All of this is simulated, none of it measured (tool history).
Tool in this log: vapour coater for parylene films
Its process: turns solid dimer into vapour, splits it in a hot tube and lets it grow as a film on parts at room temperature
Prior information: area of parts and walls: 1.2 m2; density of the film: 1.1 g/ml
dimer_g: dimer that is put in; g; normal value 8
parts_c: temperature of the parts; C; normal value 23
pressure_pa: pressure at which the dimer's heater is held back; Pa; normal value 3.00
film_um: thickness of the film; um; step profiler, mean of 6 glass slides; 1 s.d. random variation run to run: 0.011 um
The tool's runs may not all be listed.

run 1 day=0.000 | dimer_g=8 parts_c=23 pressure_pa=3.00 | film_um=3.40
run 2 day=0.600 | dimer_g=8 parts_c=23 pressure_pa=3.00 | film_um=3.38
run 3 day=1.367 | dimer_g=8 parts_c=23 pressure_pa=3.00 | film_um=3.38
run 4 day=2.196 | dimer_g=8 parts_c=23 pressure_pa=3.00 | film_um=3.36
run 5 day=2.775 | dimer_g=5 parts_c=23 pressure_pa=3.00 | film_um=2.10
run 6 day=3.288 | dimer_g=5 parts_c=23 pressure_pa=3.00 | film_um=2.10
run 7 day=3.750 | dimer_g=5 parts_c=23 pressure_pa=3.00 | film_um=2.10
run 8 day=4.117 | dimer_g=8 parts_c=23 pressure_pa=3.00 | film_um=3.35
run 9 day=4.658 | dimer_g=5 parts_c=23 pressure_pa=3.00 | film_um=2.08
run 10 day=5.021 | dimer_g=5 parts_c=23 pressure_pa=3.00 | film_um=2.08
run 11 day=5.704 | dimer_g=5 parts_c=23 pressure_pa=3.00 | film_um=2.07
run 12 day=6.304 | dimer_g=10 parts_c=20 pressure_pa=3.54 | film_um=4.32
run 13 day=6.950 | dimer_g=10 parts_c=20 pressure_pa=3.54 | film_um=4.31
run 14 day=7.425 | dimer_g=6 parts_c=35 pressure_pa=5.41 | film_um=1.81
run 15 day=7.838 | dimer_g=6 parts_c=35 pressure_pa=5.41 | film_um=1.79
run 16 day=8.367 | dimer_g=6 parts_c=15 pressure_pa=3.00 | film_um=2.89
run 17 day=9.121 | dimer_g=12 parts_c=16 pressure_pa=2.27 | film_um=5.96
run 18 day=9.729 | dimer_g=12 parts_c=23 pressure_pa=3.00 | film_um=4.96
run 19 day=10.371 | dimer_g=4 parts_c=21 pressure_pa=2.87 | film_um=1.72
run 20 day=11.083 | dimer_g=4 parts_c=17 pressure_pa=3.00 | film_um=1.85
run 21 day=11.808 | dimer_g=5 parts_c=23 pressure_pa=2.14 | film_um=2.17

Forecast each of these 3 alternatives for the next run:
run A day=12.175 | dimer_g=3 parts_c=23 pressure_pa=6.81 | film_um=?
run B day=12.175 | dimer_g=7 parts_c=23 pressure_pa=5.51 | film_um=?
run C day=12.175 | dimer_g=8 parts_c=17 pressure_pa=3.00 | film_um=?

run=A film_um=1.08
run=B film_um=2.63
run=C film_um=3.70
Had the tool no hidden state, the same runs would have come out as:
run=A film_um=1.12
run=B film_um=2.73
run=C film_um=3.84
